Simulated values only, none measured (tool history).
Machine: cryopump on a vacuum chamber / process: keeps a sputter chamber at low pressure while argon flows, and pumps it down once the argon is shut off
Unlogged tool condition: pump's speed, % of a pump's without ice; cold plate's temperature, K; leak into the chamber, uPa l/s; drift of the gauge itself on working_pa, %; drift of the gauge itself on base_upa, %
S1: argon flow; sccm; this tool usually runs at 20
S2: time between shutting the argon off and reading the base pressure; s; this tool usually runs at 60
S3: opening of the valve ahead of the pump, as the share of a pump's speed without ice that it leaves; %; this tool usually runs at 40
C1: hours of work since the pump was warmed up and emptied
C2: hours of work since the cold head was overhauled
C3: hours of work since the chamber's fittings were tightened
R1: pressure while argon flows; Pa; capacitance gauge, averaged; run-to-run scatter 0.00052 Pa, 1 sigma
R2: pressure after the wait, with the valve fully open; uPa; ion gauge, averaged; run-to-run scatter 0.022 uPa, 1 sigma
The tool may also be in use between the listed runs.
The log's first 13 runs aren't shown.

run	day	S1	S2	S3	C1	C2	C3	R1	R2
14	15.921	20	60	47	669	669	1300	0.0380	2.06
15	17.212	20	153	40	693	693	1323	0.0433	1.83
16	18.329	20	153	40	713	713	1344	0.0431	1.81
# day 19.358: pump warmed up, emptied and cooled again
17	19.442	20	153	40	1	729	1360	0.0357	1.28
18	20.946	24	123	41	29	757	1388	0.0420	1.35
19	22.392	24	123	41	55	783	1414	0.0419	1.39
20	23.808	24	123	41	81	809	1440	0.0425	1.52
21	25.433	24	123	41	111	839	1470	0.0424	1.50
22	26.471	24	123	41	130	858	1488	0.0431	1.55
23	27.892	9	21	39	156	884	1514	0.0171	2.69
24	29.204	9	54	43	180	908	1538	0.0154	1.93
25	30.688	24	216	40	207	935	1565	0.0446	1.56
26	32.329	26	76	28	237	965	1595	0.0689	1.88
27	33.838	33	60	17	264	992	1623	0.1419	2.00
28	35.067	26	21	40	287	1015	1645	0.0493	2.88
29	36.479	29	37	23	313	1041	1671	0.0942	2.29
30	38.121	16	23	17	343	1071	1701	0.0695	2.91
31	39.371	18	60	37	365	1093	1724	0.0373	2.10
32	40.412	14	21	37	385	1113	1743	0.0297	3.07
33	42.104	36	56	37	415	1143	1774	0.0764	2.33
34	43.675	9	86	21	444	1172	1803	0.0320	2.25

What if the next run were any one of these 3? Each begins from the tool's condition after run 34:
A	45.508	9	88	21	478	1206	1836	?	?
B	45.508	24	102	21	478	1206	1836	?	?
C	45.508	22	60	41	478	1206	1836	?	?

run	R1	R2
A	0.0323	2.18
B	0.0857	2.17
C	0.0422	2.42
Without the tool's unlogged condition, the same runs would have read:
run	R1	R2
A	0.0304	0.43
B	0.0806	0.42
C	0.0375	0.62

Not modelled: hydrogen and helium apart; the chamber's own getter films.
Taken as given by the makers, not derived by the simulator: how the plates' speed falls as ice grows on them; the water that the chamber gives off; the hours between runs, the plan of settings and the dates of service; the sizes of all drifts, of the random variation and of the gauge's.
